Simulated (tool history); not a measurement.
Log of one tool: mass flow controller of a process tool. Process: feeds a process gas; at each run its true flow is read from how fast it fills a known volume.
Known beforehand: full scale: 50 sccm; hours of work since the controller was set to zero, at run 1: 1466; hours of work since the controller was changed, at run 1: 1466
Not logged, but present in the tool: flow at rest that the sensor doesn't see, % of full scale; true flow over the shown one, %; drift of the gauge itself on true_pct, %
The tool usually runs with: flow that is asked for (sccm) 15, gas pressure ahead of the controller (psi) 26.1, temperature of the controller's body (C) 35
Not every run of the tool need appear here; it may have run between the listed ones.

run	day	flow that is asked for (sccm)	gas pressure ahead of the controller (psi)	temperature of the controller's body (C)	hours of work since the controller was set to zero	hours of work since the controller was changed	true flow (%)
1	0	15	26.1	35	1466	1466	98.49
2	5.842	15	26.1	35	1575	1575	98.51
3	9.571	15	26.1	35	1644	1644	98.47
4	14.592	15	26.1	35	1738	1738	98.6
5	20.354	15	26.1	35	1845	1845	98.42
6	23.738	15	26.1	35	1909	1909	98.52
7	29.542	15	26.1	35	2017	2017	98.57
8	35.571	15	26.1	35	2130	2130	98.66
9	38.475	15	26.1	35	2184	2184	98.52
10	43.112	15	26.1	27	2270	2270	98.78
11	48.792	46	26.1	35	2376	2376	99.58
12	53.162	15	26.1	35	2458	2458	98.51
13	59.117	15	26.1	35	2569	2569	98.58
14	62.338	15	26.1	35	2629	2629	98.48
15	66.933	15	26.1	31	2715	2715	98.53
16	71.362	29	26.1	31	2798	2798	99.05
17	76.446	29	26.1	31	2892	2892	99.21
18	80.817	29	26.1	31	2974	2974	99.17
19	84.075	29	26.1	31	3035	3035	99.15
20	86.675	15	31.3	35	3083	3083	98.31
21	90.692	15	26.1	35	3158	3158	98.55
22	96.158	46	21.9	24	3260	3260	99.99
23	100.921	46	21.9	24	3349	3349	99.95
24	104.642	34	26.1	35	3419	3419	99.14
25	110.738	9	23.6	35	3533	3533	98.27
26	115.362	10	29	35	3619	3619	98.29
27	120.683	15	33.6	28	3718	3718	98.67
28	125.525	15	37.6	40	3809	3809	98.2
29	129.05	43	31.3	22	3874	3874	99.75
30	133.162	43	28.3	21	3951	3951	100.01
31	136.983	21	24.8	29	4022	4022	98.87
32	142.804	21	24.8	29	4131	4131	98.88
33	145.425	8	26.1	26	4180	4180	98.52
34	148.283	14	39.2	26	4233	4233	98.5
35	151.896	6	20.3	38	4301	4301	98.1
36	157.692	6	20.3	38	4409	4409	98.26
37	163.821	6	20.3	38	4523	4523	98.16
38	169.633	15	30.7	39	4632	4632	98.23
39	174.525	15	36.4	30	4723	4723	98.45
40	178.233	13	26.1	26	4792	4792	98.65
41	183.371	11	37.9	23	4888	4888	98.37
42	186.9	15	28.3	31	4954	4954	98.4

What if the next run were any one of these 4? Each begins from the tool's condition after run 42:
A	189.7	15	32.5	35	5006	5006	?
B	189.7	7	28.3	31	5006	5006	?
C	189.7	22	35.8	39	5006	5006	?
D	189.7	15	28.6	29	5006	5006	?

run	true flow (%)
A	98.21
B	98.41
C	98.48
D	98.59
Had the tool no hidden state, the same runs would have come out as:
run	true flow (%)
A	98.22
B	98.43
C	98.49
D	98.61
